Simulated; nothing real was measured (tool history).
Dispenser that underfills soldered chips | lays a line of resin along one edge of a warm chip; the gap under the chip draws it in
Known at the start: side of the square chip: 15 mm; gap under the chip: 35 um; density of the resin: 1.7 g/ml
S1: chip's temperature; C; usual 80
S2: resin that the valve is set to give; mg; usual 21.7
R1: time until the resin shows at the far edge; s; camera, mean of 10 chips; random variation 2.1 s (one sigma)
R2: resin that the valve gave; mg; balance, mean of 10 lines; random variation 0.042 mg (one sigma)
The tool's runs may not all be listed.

Run 1, day 0.000: usual settings. Result: R1 301.0 s, R2 21.25 mg.
At day 0.038: new syringe of resin.
Run 2, day 0.188: usual settings. Result: R1 237.5 s, R2 21.10 mg.
Run 3, day 0.408: usual settings but S2 27.4 mg. Result: R1 278.9 s, R2 26.63 mg.
At day 0.475: new syringe of resin.
At day 0.604: dispensing valve cleaned and set on the balance.
Run 4, day 0.708: usual settings but S2 27.4 mg. Result: R1 248.4 s, R2 27.43 mg.
At day 0.946: new syringe of resin.
Run 5, day 1.129: usual settings but S1 67 C. Result: R1 471.0 s, R2 21.53 mg.
At day 1.383: new syringe of resin.
Run 6, day 1.392: usual settings but S2 20.2 mg. Result: R1 211.8 s, R2 19.96 mg.
Run 7, day 1.592: usual settings. Result: R1 254.4 s, R2 21.43 mg.
At day 1.829: new syringe of resin.
Run 8, day 1.954: usual settings. Result: R1 233.2 s, R2 21.33 mg.
At day 2.271: new syringe of resin.
Run 9, day 2.358: usual settings but S2 18.7 mg. Result: R1 230.0 s, R2 18.32 mg.
Run 10, day 2.588: usual settings but S1 77 C. Result: R1 322.2 s, R2 21.24 mg.
At day 2.712: new syringe of resin.
Run 11, day 2.950: usual settings but S1 77 C. Result: R1 301.9 s, R2 21.09 mg.
At day 3.146: new syringe of resin.
Run 12, day 3.283: usual settings but S1 77 C. Result: R1 281.4 s, R2 20.94 mg.
At day 3.388: dispensing valve cleaned and set on the balance.
Run 13, day 3.558: usual settings. Result: R1 291.5 s, R2 21.61 mg.
At day 3.629: new syringe of resin.
Run 14, day 3.754: usual settings. Result: R1 230.7 s, R2 21.57 mg.
Run 15, day 3.938: usual settings but S1 70 C, S2 21.5 mg. Result: R1 460.5 s, R2 21.29 mg.
At day 4.050: new syringe of resin.
Run 16, day 4.246: usual settings but S1 74 C, S2 25.5 mg. Result: R1 327.7 s, R2 25.20 mg.
At day 4.483: new syringe of resin.
Run 17, day 4.571: usual settings but S1 74 C, S2 25.5 mg. Result: R1 295.6 s, R2 25.03 mg.
At day 4.917: new syringe of resin.
Run 18, day 4.917: usual settings but S1 74 C, S2 25.5 mg. Result: R1 271.0 s, R2 24.84 mg.
Run 19, day 5.317: usual settings but S1 74 C, S2 24.3 mg. Result: R1 386.2 s, R2 23.60 mg.
At day 5.350: new syringe of resin.
Run 20, day 5.583: usual settings but S1 70 C, S2 25.8 mg. Result: R1 423.8 s, R2 25.03 mg.
At day 5.788: new syringe of resin.
Run 21, day 5.917: usual settings but S2 27.5 mg. Result: R1 225.0 s, R2 26.59 mg.
At day 6.162: dispensing valve cleaned and set on the balance.
At day 6.275: new syringe of resin.
Run 22, day 6.346: usual settings but S2 27.5 mg. Result: R1 219.4 s, R2 27.52 mg.
Run 23, day 6.575: usual settings but S1 92 C, S2 21.8 mg. Result: R1 151.3 s, R2 21.64 mg.
At day 6.708: new syringe of resin.
Run 24, day 6.912: usual settings but S1 92 C, S2 26.1 mg. Result: R1 136.7 s, R2 25.94 mg.
Run 25, day 7.096: usual settings but S1 81 C. Result: R1 277.2 s, R2 21.50 mg.
At day 7.138: new syringe of resin.
Run 26, day 7.454: usual settings but S1 81 C, S2 19.8 mg. Result: R1 262.6 s, R2 19.58 mg.
At day 7.575: new syringe of resin.
Run 27, day 7.717: usual settings but S1 67 C, S2 19.5 mg. Result: R1 465.6 s, R2 19.14 mg.

Measured less the same run without the tool's hidden state. The same run-to-run variation is in both; the gauge's scatter may not be:
The hidden state here: resin's viscosity, % of fresh resin's; dose that the valve gives, % of what is set; true chip temperature over the reading, C; drift of the gauge itself on fill_s, %; drift of the gauge itself on given_mg, %.
run      R1     R2
  1   +86.2  -0.54
  2   +21.4  -0.58
  3   +70.5  -0.83
  4   +36.8  +0.00
  5   +54.9  -0.12
  6    -0.2  -0.18
  7   +41.9  -0.25
  8   +20.5  -0.35
  9   +13.3  -0.39
 10   +75.0  -0.51
 11   +53.8  -0.62
 12   +31.3  -0.70
 13   +81.3  -0.10
 14   +18.1  -0.15
 15  +100.5  -0.20
 16   +45.8  -0.34
 17   +12.3  -0.45
 18   -13.9  -0.56
 19  +103.8  -0.66
 20   +72.7  -0.80
 21   +19.8  -0.96
 22    +7.8  +0.00
 23   +32.6  -0.06
 24   +19.2  -0.18
 25   +74.8  -0.21
 26   +58.9  -0.27
 27   +45.7  -0.34
